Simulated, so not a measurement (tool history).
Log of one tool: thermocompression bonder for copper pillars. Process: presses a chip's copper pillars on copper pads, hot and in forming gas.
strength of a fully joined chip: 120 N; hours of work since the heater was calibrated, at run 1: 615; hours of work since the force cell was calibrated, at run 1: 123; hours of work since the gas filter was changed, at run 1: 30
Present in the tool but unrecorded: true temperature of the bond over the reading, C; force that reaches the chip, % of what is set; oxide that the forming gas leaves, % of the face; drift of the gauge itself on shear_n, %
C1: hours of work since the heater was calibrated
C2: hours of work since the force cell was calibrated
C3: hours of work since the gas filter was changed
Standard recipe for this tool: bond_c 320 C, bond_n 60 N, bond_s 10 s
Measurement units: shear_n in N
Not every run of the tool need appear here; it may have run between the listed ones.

Run 1, hour 0.0: usual settings; C1 615; C2 123; C3 30. Result: shear_n 79.9 N.
Run 2, hour 11.9: usual settings; C1 620; C2 129; C3 35. Result: shear_n 79.9 N.
Run 3, hour 25.5: usual settings but bond_n 84 N; C1 626; C2 135; C3 41. Result: shear_n 100.1 N.
Run 4, hour 40.5: usual settings; C1 633; C2 142; C3 48. Result: shear_n 80.4 N.
Run 5, hour 48.5: usual settings; C1 637; C2 146; C3 52. Result: shear_n 80.4 N.
Run 6, hour 57.1: usual settings but bond_c 304 C; C1 641; C2 150; C3 56. Result: shear_n 68.2 N.
Run 7, hour 65.4: usual settings but bond_c 304 C, bond_n 79 N; C1 645; C2 154; C3 60. Result: shear_n 85.7 N.
Run 8, hour 71.9: usual settings but bond_s 16 s; C1 648; C2 157; C3 63. Result: shear_n 90.4 N.
Run 9, hour 85.4: usual settings but bond_s 16 s; C1 654; C2 163; C3 69. Result: shear_n 91.1 N.
Run 10, hour 99.8: usual settings but bond_c 314 C, bond_n 79 N; C1 661; C2 169; C3 75. Result: shear_n 93.6 N.
Run 11, hour 110.0: usual settings but bond_c 314 C, bond_n 38 N; C1 665; C2 174; C3 80. Result: shear_n 48.8 N.

Branching from run 11: 4 alternative next runs. What would each branch give?
Run A, hour 122.2: usual settings but bond_c 315 C, bond_n 77 N, bond_s 12 s; C1 671; C2 180; C3 86. Result: shear_n ?.
Run B, hour 122.2: usual settings but bond_c 296 C, bond_n 37 N; C1 671; C2 180; C3 86. Result: shear_n ?.
Run C, hour 122.2: usual settings but bond_c 316 C; C1 671; C2 180; C3 86. Result: shear_n ?.
Run D, hour 122.2: usual settings but bond_s 22 s; C1 671; C2 180; C3 86. Result: shear_n ?.

run  shear_n
  A     96.3
  B     37.1
  C     77.0
  D     97.0
Without the tool's hidden state the same runs would have given:
run  shear_n
  A     94.8
  B     36.3
  C     75.6
  D     95.5

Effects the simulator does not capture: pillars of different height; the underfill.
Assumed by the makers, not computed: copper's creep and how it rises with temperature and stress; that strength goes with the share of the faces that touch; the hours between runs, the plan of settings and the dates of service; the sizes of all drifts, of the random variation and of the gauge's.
